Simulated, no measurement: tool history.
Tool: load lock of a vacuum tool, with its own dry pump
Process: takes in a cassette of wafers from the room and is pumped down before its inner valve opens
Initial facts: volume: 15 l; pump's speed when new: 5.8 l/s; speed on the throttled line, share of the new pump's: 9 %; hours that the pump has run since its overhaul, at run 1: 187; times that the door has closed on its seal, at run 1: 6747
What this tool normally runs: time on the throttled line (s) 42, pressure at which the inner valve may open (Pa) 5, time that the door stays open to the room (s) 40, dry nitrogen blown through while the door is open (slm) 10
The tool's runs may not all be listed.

| run | hour | time on the throttled line (s) | pressure at which the inner valve may open (Pa) | time that the door stays open to the room (s) | dry nitrogen blown through while the door is open (slm) | hours that the pump has run since its overhaul | times that the door has closed on its seal | incoming humidity of the room's air, % | time from the closed door until the inner valve may open (s) | rise of the pressure with all valves shut (Pa/min) |
|---|---|---|---|---|---|---|---|---|---|---|
| 1 | 0.0 | 42 | 5 | 40 | 10 | 187 | 6747 | 45.5 | 63.7 | 0.067 |
| 2 | 463.2 | 42 | 5 | 40 | 10 | 651 | 7238 | 46.7 | 64.5 | 0.066 |
| 3 | 897.7 | 42 | 5 | 40 | 10 | 1085 | 7698 | 41.4 | 64.1 | 0.063 |
| 4 | 1340.5 | 42 | 5 | 40 | 6 | 1528 | 8168 | 42.2 | 64.1 | 0.078 |
| 5 | 1891.0 | 42 | 5 | 40 | 10 | 2078 | 8751 | 44.0 | 64.9 | 0.075 |
| 6 | 2228.9 | 42 | 5 | 40 | 10 | 2416 | 9109 | 46.6 | 63.9 | 0.072 |
| 7 | 2576.4 | 42 | 5 | 40 | 10 | 2764 | 9477 | 46.1 | 64.1 | 0.080 |
| 8 | 2998.4 | 42 | 5 | 40 | 10 | 3186 | 9924 | 45.5 | 64.8 | 0.083 |
| 9 | 3569.8 | 42 | 5 | 40 | 10 | 3757 | 10530 | 46.6 | 65.5 | 0.079 |
| 10 | 3885.9 | 42 | 5 | 40 | 10 | 4073 | 10865 | 46.5 | 65.1 | 0.084 |
| 11 | 4356.6 | 42 | 5 | 40 | 10 | 4544 | 11363 | 43.2 | 64.7 | 0.080 |
| 12 | 4762.4 | 42 | 5 | 40 | 10 | 4950 | 11793 | 46.4 | 65.4 | 0.080 |
| 13 | 5391.1 | 42 | 5 | 40 | 25 | 5579 | 12460 | 47.0 | 64.7 | 0.075 |
| 14 | 6015.1 | 42 | 5 | 40 | 25 | 6202 | 13121 | 48.2 | 64.8 | 0.072 |
| 15 | 6532.9 | 42 | 5 | 40 | 25 | 6720 | 13669 | 45.3 | 64.9 | 0.072 |
| 16 | 7162.2 | 42 | 5 | 40 | 37 | 7350 | 14336 | 44.2 | 64.4 | 0.067 |
| 17 | 7820.9 | 41 | 5 | 40 | 37 | 8008 | 15034 | 41.1 | 64.5 | 0.072 |
| 18 | 8392.3 | 41 | 5 | 40 | 37 | 8580 | 15639 | 48.6 | 63.8 | 0.073 |
| 19 | 9003.0 | 41 | 5 | 40 | 37 | 9190 | 16287 | 43.5 | 64.4 | 0.074 |
| 20 | 9400.8 | 41 | 5 | 40 | 37 | 9588 | 16708 | 43.5 | 65.2 | 0.079 |
| 21 | 10027.2 | 42 | 5 | 40 | 32 | 10215 | 17372 | 45.2 | 65.2 | 0.088 |
| 22 | 10487.5 | 39 | 7 | 43 | 9 | 10675 | 17859 | 42.2 | 62.0 | 0.104 |
| 23 | 10979.4 | 42 | 5 | 112 | 10 | 11167 | 18381 | 43.6 | 65.5 | 0.160 |
| 24 | 11675.2 | 37 | 9 | 75 | 10 | 11863 | 19118 | 46.6 | 59.2 | 0.136 |
| 25 | 12238.4 | 37 | 9 | 75 | 10 | 12426 | 19715 | 45.6 | 59.7 | 0.142 |
| 26 | 12854.6 | 37 | 9 | 75 | 10 | 13042 | 20367 | 39.5 | 60.2 | 0.134 |
| 27 | 13505.1 | 37 | 9 | 75 | 10 | 13693 | 21057 | 43.4 | 58.9 | 0.147 |
| 28 | 14134.1 | 37 | 7 | 75 | 20 | 14322 | 21723 | 45.8 | 61.3 | 0.134 |
| 29 | 14722.0 | 37 | 7 | 75 | 20 | 14909 | 22346 | 47.2 | 60.9 | 0.134 |
| 30 | 15315.0 | 42 | 10 | 40 | 10 | 15502 | 22974 | 42.7 | 63.2 | 0.124 |
| 31 | 15951.8 | 42 | 10 | 40 | 10 | 16139 | 23649 | 42.4 | 63.6 | 0.131 |
| 32 | 16303.6 | 42 | 10 | 40 | 10 | 16491 | 24022 | 46.7 | 64.3 | 0.135 |
| 33 | 16636.2 | 63 | 6 | 87 | 8 | 16824 | 24374 | 46.5 | 84.3 | 0.181 |
| 34 | 17225.9 | 63 | 6 | 87 | 8 | 17413 | 24999 | 43.0 | 85.2 | 0.172 |
| 35 | 17737.1 | 42 | 5 | 47 | 10 | 17924 | 25541 | 46.0 | 66.5 | 0.145 |
| 36 | 18144.0 | 42 | 5 | 47 | 10 | 18331 | 25972 | 48.5 | 66.9 | 0.159 |
| 37 | 18624.1 | 22 | 5 | 66 | 5 | 18811 | 26481 | 43.6 | 49.2 | 0.177 |
|  | 18849.7 | dry pump taken out, an overhauled one fitted |
| 38 | 19235.3 | 76 | 9 | 94 | 5 | 386 | 27122 | 48.8 | 93.1 | 0.215 |

What would each run have given without the hidden state, its run-to-run variation left as it was?
Hidden conditions of the tool in this case: pump's speed, % of a new pump's; leak at the door's seal, Pa l/s; drift of the gauge itself on ready_s, %; drift of the gauge itself on rise_pa_min, %.
| run | time from the closed door until the inner valve may open (s) | rise of the pressure with all valves shut (Pa/min) |
|---|---|---|
| 1 | 63.8 | 0.050 |
| 2 | 64.6 | 0.048 |
| 3 | 64.1 | 0.043 |
| 4 | 64.0 | 0.057 |
| 5 | 64.7 | 0.052 |
| 6 | 63.8 | 0.049 |
| 7 | 63.9 | 0.055 |
| 8 | 64.5 | 0.056 |
| 9 | 65.2 | 0.051 |
| 10 | 64.7 | 0.054 |
| 11 | 64.2 | 0.049 |
| 12 | 64.9 | 0.048 |
| 13 | 64.1 | 0.040 |
| 14 | 64.1 | 0.036 |
| 15 | 64.1 | 0.033 |
| 16 | 63.5 | 0.026 |
| 17 | 63.5 | 0.028 |
| 18 | 62.8 | 0.026 |
| 19 | 63.2 | 0.026 |
| 20 | 63.9 | 0.028 |
| 21 | 63.9 | 0.035 |
| 22 | 60.6 | 0.049 |
| 23 | 64.1 | 0.104 |
| 24 | 57.8 | 0.077 |
| 25 | 58.2 | 0.081 |
| 26 | 58.5 | 0.070 |
| 27 | 57.2 | 0.079 |
| 28 | 59.3 | 0.065 |
| 29 | 58.9 | 0.061 |
| 30 | 61.2 | 0.048 |
| 31 | 61.6 | 0.053 |
| 32 | 62.2 | 0.053 |
| 33 | 82.2 | 0.099 |
| 34 | 83.0 | 0.088 |
| 35 | 64.0 | 0.058 |
| 36 | 64.2 | 0.067 |
| 37 | 46.2 | 0.085 |
| 38 | 92.8 | 0.120 |
